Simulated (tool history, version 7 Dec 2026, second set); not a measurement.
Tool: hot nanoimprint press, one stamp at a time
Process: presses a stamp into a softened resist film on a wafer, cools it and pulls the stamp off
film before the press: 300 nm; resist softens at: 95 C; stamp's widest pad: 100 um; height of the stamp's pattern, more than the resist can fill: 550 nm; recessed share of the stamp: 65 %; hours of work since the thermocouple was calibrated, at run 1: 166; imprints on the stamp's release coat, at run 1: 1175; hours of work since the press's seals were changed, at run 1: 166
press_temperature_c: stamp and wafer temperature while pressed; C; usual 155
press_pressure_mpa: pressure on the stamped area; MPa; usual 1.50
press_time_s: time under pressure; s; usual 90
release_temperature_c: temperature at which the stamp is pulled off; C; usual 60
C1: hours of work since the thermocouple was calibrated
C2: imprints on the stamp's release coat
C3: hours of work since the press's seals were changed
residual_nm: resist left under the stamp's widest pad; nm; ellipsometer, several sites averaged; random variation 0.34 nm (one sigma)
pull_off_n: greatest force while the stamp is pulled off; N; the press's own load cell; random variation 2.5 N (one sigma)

Run 1, hour 0.0: usual settings; C1 166; C2 1175; C3 166. Result: residual_nm 139.0 nm, pull_off_n 150 N.
Run 2, hour 67.8: usual settings but release_temperature_c 53 C; C1 201; C2 1307; C3 201. Result: residual_nm 139.2 nm, pull_off_n 183 N.
Run 3, hour 96.9: usual settings but press_pressure_mpa 1.28 MPa; C1 217; C2 1364; C3 217. Result: residual_nm 147.7 nm, pull_off_n 162 N.
Run 4, hour 143.1: usual settings but press_pressure_mpa 1.28 MPa; C1 241; C2 1454; C3 241. Result: residual_nm 147.5 nm, pull_off_n 173 N.
Run 5, hour 210.5: usual settings but press_pressure_mpa 1.28 MPa; C1 277; C2 1586; C3 277. Result: residual_nm 145.9 nm, pull_off_n 175 N.
At hour 248.6: plate thermocouple calibrated.
Run 6, hour 274.8: usual settings but press_pressure_mpa 1.28 MPa; C1 14; C2 1706; C3 309. Result: residual_nm 154.9 nm, pull_off_n 178 N.
Run 7, hour 338.6: usual settings but release_temperature_c 59 C; C1 48; C2 1831; C3 343. Result: residual_nm 144.4 nm, pull_off_n 186 N.
At hour 374.0: stamp cleaned and given a new release coat.
Run 8, hour 398.7: usual settings but release_temperature_c 59 C; C1 76; C2 49; C3 372. Result: residual_nm 143.7 nm, pull_off_n 118 N.
Run 9, hour 460.3: usual settings but release_temperature_c 59 C; C1 109; C2 169; C3 404. Result: residual_nm 143.2 nm, pull_off_n 121 N.
Run 10, hour 494.9: usual settings but release_temperature_c 59 C; C1 127; C2 237; C3 422. Result: residual_nm 142.5 nm, pull_off_n 122 N.
Run 11, hour 543.3: usual settings but press_time_s 132 s, release_temperature_c 50 C; C1 153; C2 331; C3 448. Result: residual_nm 122.5 nm, pull_off_n 154 N.
Run 12, hour 575.0: usual settings but press_time_s 132 s, release_temperature_c 50 C; C1 169; C2 393; C3 465. Result: residual_nm 122.3 nm, pull_off_n 159 N.
Run 13, hour 614.8: usual settings but press_time_s 132 s, release_temperature_c 50 C; C1 190; C2 471; C3 486. Result: residual_nm 121.7 nm, pull_off_n 165 N.
Run 14, hour 654.2: usual settings but press_pressure_mpa 1.23 MPa; C1 211; C2 548; C3 507. Result: residual_nm 152.7 nm, pull_off_n 128 N.
Run 15, hour 726.0: usual settings but press_pressure_mpa 1.23 MPa; C1 249; C2 689; C3 545. Result: residual_nm 151.8 nm, pull_off_n 134 N.
Run 16, hour 781.5: usual settings but press_temperature_c 158 C, press_pressure_mpa 0.97 MPa; C1 279; C2 797; C3 574. Result: residual_nm 145.8 nm, pull_off_n 142 N.
At hour 815.1: plate thermocouple calibrated.
At hour 829.7: press's hydraulic seals changed and the load cell set to zero.
Run 17, hour 835.9: usual settings but press_temperature_c 158 C, press_pressure_mpa 0.97 MPa; C1 7; C2 882; C3 3. Result: residual_nm 152.7 nm, pull_off_n 151 N.
Run 18, hour 896.2: usual settings but press_pressure_mpa 1.82 MPa, press_time_s 113 s, release_temperature_c 56 C; C1 39; C2 1000; C3 35. Result: residual_nm 120.9 nm, pull_off_n 171 N.
Run 19, hour 945.0: usual settings but press_pressure_mpa 1.82 MPa, press_time_s 113 s, release_temperature_c 56 C; C1 64; C2 1095; C3 61. Result: residual_nm 120.5 nm, pull_off_n 161 N.
Run 20, hour 1015.3: usual settings but press_pressure_mpa 1.82 MPa, press_time_s 113 s, release_temperature_c 56 C; C1 102; C2 1233; C3 98. Result: residual_nm 119.3 nm, pull_off_n 171 N.

Hidden state or all else? Some run-to-run changes of residual_nm, split into what the settings, what came in and random variation would give without the hidden state, and what is left for the hidden state (with any gauge scatter that isn't in both results):
The hidden state here: true temperature over the reading, C; pressure that arrives at the usual setting, %; grip of the stamp's worn release coat, % over a new coat's; drift of the gauge itself on residual_nm, %; drift of the gauge itself on pull_off_n, %.
Run 5 -> 6: plate thermocouple calibrated. residual_nm +9.0 nm: hidden state +8.5, all else +0.5.
Run 13 -> 14: press_pressure_mpa 1.50 -> 1.23, press_time_s 132 -> 90, release_temperature_c 50 -> 60. residual_nm +31.0 nm: hidden state -1.3, all else +32.3.
Run 16 -> 17: plate thermocouple calibrated, press's hydraulic seals changed and the load cell set to zero. residual_nm +6.9 nm: hidden state +6.4, all else +0.5.
Run 17 -> 18: press_temperature_c 158 -> 155, press_pressure_mpa 0.97 -> 1.82, press_time_s 90 -> 113, release_temperature_c 60 -> 56. residual_nm -31.8 nm: hidden state -0.7, all else -31.1.
